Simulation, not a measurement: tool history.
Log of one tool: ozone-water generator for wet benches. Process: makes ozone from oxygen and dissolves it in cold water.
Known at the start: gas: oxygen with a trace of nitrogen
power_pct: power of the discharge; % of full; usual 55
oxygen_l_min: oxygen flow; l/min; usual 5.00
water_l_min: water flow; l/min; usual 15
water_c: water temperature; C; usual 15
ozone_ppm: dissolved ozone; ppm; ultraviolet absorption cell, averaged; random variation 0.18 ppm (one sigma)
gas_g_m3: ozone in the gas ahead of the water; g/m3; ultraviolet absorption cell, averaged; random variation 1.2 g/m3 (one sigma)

| run | hour | power_pct | oxygen_l_min | water_l_min | water_c | ozone_ppm | gas_g_m3 |
|---|---|---|---|---|---|---|---|
| 1 | 0.0 | 55 | 5.00 | 15 | 15 | 22.4 | 187.7 |
| 2 | 153.4 | 55 | 5.00 | 15 | 15 | 22.1 | 185.2 |
| 3 | 282.2 | 55 | 5.00 | 13 | 15 | 24.8 | 185.0 |
| 4 | 384.7 | 55 | 5.00 | 13 | 15 | 24.3 | 186.2 |
| 5 | 518.0 | 55 | 5.00 | 15 | 15 | 21.8 | 185.1 |
| 6 | 667.6 | 55 | 5.00 | 15 | 15 | 22.1 | 185.2 |
| 7 | 801.5 | 55 | 5.00 | 15 | 15 | 21.7 | 183.2 |
| 8 | 908.0 | 55 | 5.00 | 15 | 15 | 21.6 | 183.2 |
| 9 | 1059.6 | 55 | 5.00 | 15 | 15 | 21.4 | 182.5 |
| 10 | 1179.8 | 55 | 5.00 | 15 | 15 | 21.4 | 181.7 |
| 11 | 1264.6 | 55 | 5.00 | 15 | 15 | 21.3 | 179.6 |
| 12 | 1376.0 | 55 | 5.00 | 15 | 15 | 21.3 | 179.8 |
| 13 | 1536.4 | 55 | 5.00 | 15 | 15 | 21.2 | 180.1 |
| 14 | 1648.7 | 55 | 5.00 | 15 | 15 | 20.9 | 178.9 |
| 15 | 1734.0 | 55 | 5.00 | 15 | 15 | 21.1 | 178.4 |
| 16 | 1898.2 | 55 | 5.00 | 15 | 15 | 20.8 | 179.8 |
|  | 1976.3 | contactor cleaned |
| 17 | 2012.4 | 55 | 5.00 | 15 | 15 | 21.0 | 178.0 |
| 18 | 2193.1 | 55 | 5.00 | 15 | 15 | 20.9 | 178.4 |
| 19 | 2363.9 | 55 | 5.00 | 15 | 15 | 20.7 | 176.6 |
| 20 | 2539.4 | 55 | 3.49 | 15 | 11 | 21.5 | 208.9 |
| 21 | 2692.8 | 93 | 5.00 | 9 | 14 | 40.3 | 237.2 |
|  | 2708.5 | water thermometer calibrated |
| 22 | 2820.6 | 93 | 5.00 | 9 | 14 | 40.8 | 236.1 |
| 23 | 2970.7 | 93 | 4.51 | 15 | 14 | 27.8 | 248.7 |
|  | 3113.3 | water thermometer calibrated, once more |
| 24 | 3154.7 | 93 | 4.51 | 15 | 14 | 27.7 | 243.6 |
| 25 | 3247.3 | 93 | 5.06 | 15 | 21 | 24.8 | 228.6 |
| 26 | 3340.0 | 93 | 5.06 | 15 | 21 | 24.4 | 228.5 |
|  | 3417.8 | electrodes of the discharge changed |
| 27 | 3448.3 | 74 | 4.62 | 15 | 15 | 30.9 | 274.8 |
| 28 | 3544.5 | 74 | 4.62 | 15 | 15 | 31.2 | 274.4 |
| 29 | 3705.3 | 55 | 2.76 | 15 | 12 | 24.3 | 285.1 |
| 30 | 3822.8 | 55 | 5.66 | 15 | 19 | 23.1 | 199.3 |
| 31 | 3923.1 | 84 | 8.56 | 15 | 8 | 37.4 | 220.8 |
| 32 | 4054.6 | 55 | 7.53 | 15 | 15 | 24.3 | 172.8 |
| 33 | 4196.9 | 55 | 7.53 | 15 | 15 | 24.4 | 171.4 |

3 ways to go on from here, each from the tool as it stands after run 33. What would each give?
| A | 4375.7 | 42 | 3.54 | 13 | 15 | ? | ? |
| B | 4375.7 | 89 | 6.42 | 16 | 15 | ? | ? |
| C | 4375.7 | 55 | 3.70 | 17 | 9 | ? | ? |

| run | ozone_ppm | gas_g_m3 |
|---|---|---|
| A | 22.4 | 204.4 |
| B | 32.6 | 261.0 |
| C | 23.2 | 245.4 |
Without the tool's hidden state the same runs would have given:
| run | ozone_ppm | gas_g_m3 |
|---|---|---|
| A | 23.2 | 207.5 |
| B | 34.3 | 268.5 |
| C | 24.2 | 250.3 |
